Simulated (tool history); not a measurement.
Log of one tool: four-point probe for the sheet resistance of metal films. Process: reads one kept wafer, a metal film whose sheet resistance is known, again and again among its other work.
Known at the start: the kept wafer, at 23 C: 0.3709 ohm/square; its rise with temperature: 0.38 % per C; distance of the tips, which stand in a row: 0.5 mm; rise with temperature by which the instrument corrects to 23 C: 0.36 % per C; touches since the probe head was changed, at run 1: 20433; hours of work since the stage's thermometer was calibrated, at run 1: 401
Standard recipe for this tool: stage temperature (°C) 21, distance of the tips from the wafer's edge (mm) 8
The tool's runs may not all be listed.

| run | hour | stage temperature (°C) | distance of the tips from the wafer's edge (mm) | touches since the probe head was changed | hours of work since the stage's thermometer was calibrated | sheet resistance as the instrument gives it (ohm/square) |
|---|---|---|---|---|---|---|
| 1 | 0.0 | 21 | 8 | 20433 | 401 | 0.373326 |
| 2 | 27.6 | 21 | 8 | 21395 | 412 | 0.373241 |
| 3 | 42.7 | 29 | 8 | 21918 | 419 | 0.374022 |
| 4 | 74.2 | 21 | 6 | 23016 | 431 | 0.373979 |
| 5 | 100.7 | 27 | 8 | 23937 | 442 | 0.373855 |
| 6 | 120.0 | 21 | 13 | 24609 | 450 | 0.372760 |
| 7 | 136.1 | 21 | 9 | 25170 | 457 | 0.373055 |
| 8 | 163.1 | 21 | 9 | 26111 | 468 | 0.373184 |
| 9 | 192.5 | 21 | 9 | 27135 | 480 | 0.373157 |
| 10 | 226.9 | 21 | 9 | 28333 | 494 | 0.373025 |
| 11 | 257.1 | 19 | 8 | 29383 | 507 | 0.372986 |
| 12 | 271.8 | 19 | 8 | 29894 | 513 | 0.373036 |
| 13 | 293.1 | 18 | 8 | 30639 | 522 | 0.372841 |
| 14 | 322.3 | 21 | 3 | 31656 | 534 | 0.377865 |
| 15 | 337.5 | 21 | 3 | 32184 | 540 | 0.377671 |
| 16 | 354.7 | 21 | 54 | 32783 | 547 | 0.372437 |
| 17 | 382.8 | 21 | 54 | 33761 | 559 | 0.372328 |
| 18 | 407.9 | 21 | 54 | 34634 | 569 | 0.372539 |
| 19 | 423.7 | 21 | 54 | 35186 | 575 | 0.372408 |
| 20 | 456.4 | 21 | 54 | 36322 | 589 | 0.372452 |
| 21 | 471.8 | 21 | 54 | 36860 | 595 | 0.372244 |
| 22 | 495.7 | 21 | 12 | 37692 | 605 | 0.372790 |
| 23 | 519.7 | 21 | 12 | 38526 | 615 | 0.372662 |
| 24 | 534.1 | 28 | 8 | 39029 | 621 | 0.373737 |
| 25 | 551.8 | 32 | 12 | 39644 | 628 | 0.373634 |
| 26 | 577.6 | 24 | 26 | 40544 | 639 | 0.372606 |
| 27 | 606.3 | 34 | 35 | 41544 | 651 | 0.373453 |
| 28 | 631.3 | 25 | 20 | 42413 | 661 | 0.372747 |
| 29 | 648.3 | 25 | 3 | 43005 | 668 | 0.377973 |
| 30 | 670.8 | 25 | 3 | 43789 | 677 | 0.377925 |
| 31 | 688.7 | 20 | 74 | 44411 | 684 | 0.372069 |
| 32 | 713.1 | 32 | 4 | 45263 | 695 | 0.376331 |
| 33 | 742.0 | 32 | 4 | 46267 | 706 | 0.376331 |
| 34 | 777.0 | 19 | 34 | 47487 | 721 | 0.371964 |
| 35 | 801.3 | 19 | 34 | 48332 | 731 | 0.372017 |
| 36 | 823.0 | 19 | 34 | 49087 | 740 | 0.371989 |
| 37 | 849.3 | 19 | 34 | 50002 | 751 | 0.371892 |
| 38 | 868.2 | 28 | 5 | 50662 | 758 | 0.374676 |
| 39 | 897.2 | 28 | 5 | 51671 | 770 | 0.374801 |
| 40 | 916.2 | 22 | 12 | 52332 | 778 | 0.372458 |
| 41 | 942.6 | 21 | 4 | 53251 | 789 | 0.375278 |
| 42 | 963.5 | 21 | 19 | 53981 | 798 | 0.372230 |
| 43 | 986.7 | 18 | 9 | 54787 | 807 | 0.372396 |
| 44 | 1008.2 | 20 | 8 | 55535 | 816 | 0.372783 |
| 45 | 1035.6 | 20 | 8 | 56491 | 827 | 0.372651 |
| 46 | 1053.9 | 20 | 8 | 57128 | 835 | 0.372704 |

How would selected steps in sheet resistance as the instrument gives it (ohm/square) from run to run divide? Give the signed amount a tool lacking its hidden state would still show from settings, what came in and random variation, and the signed amount left for the hidden state, including any gauge scatter that is not in both of the compared results.
The tool's hidden condition here consists of: inner tips' distance over the nominal, %; tips' flats over new ones', %; wafer's true temperature over the reading, C; drift of the gauge itself on sheet_ohm, %.
Run 15 -> 16: distance of the tips from the wafer's edge (mm) 3 -> 54. sheet resistance as the instrument gives it (ohm/square) -0.005234: hidden state -0.000030, all else -0.005204.
Run 26 -> 27: stage temperature (°C) 24 -> 34, distance of the tips from the wafer's edge (mm) 26 -> 35. sheet resistance as the instrument gives it (ohm/square) +0.000847: hidden state -0.000023, all else +0.000870.
Run 28 -> 29: distance of the tips from the wafer's edge (mm) 20 -> 3. sheet resistance as the instrument gives it (ohm/square) +0.005226: hidden state +0.000010, all else +0.005216.
Run 30 -> 31: stage temperature (°C) 25 -> 20, distance of the tips from the wafer's edge (mm) 3 -> 74. sheet resistance as the instrument gives it (ohm/square) -0.005856: hidden state -0.000024, all else -0.005832.
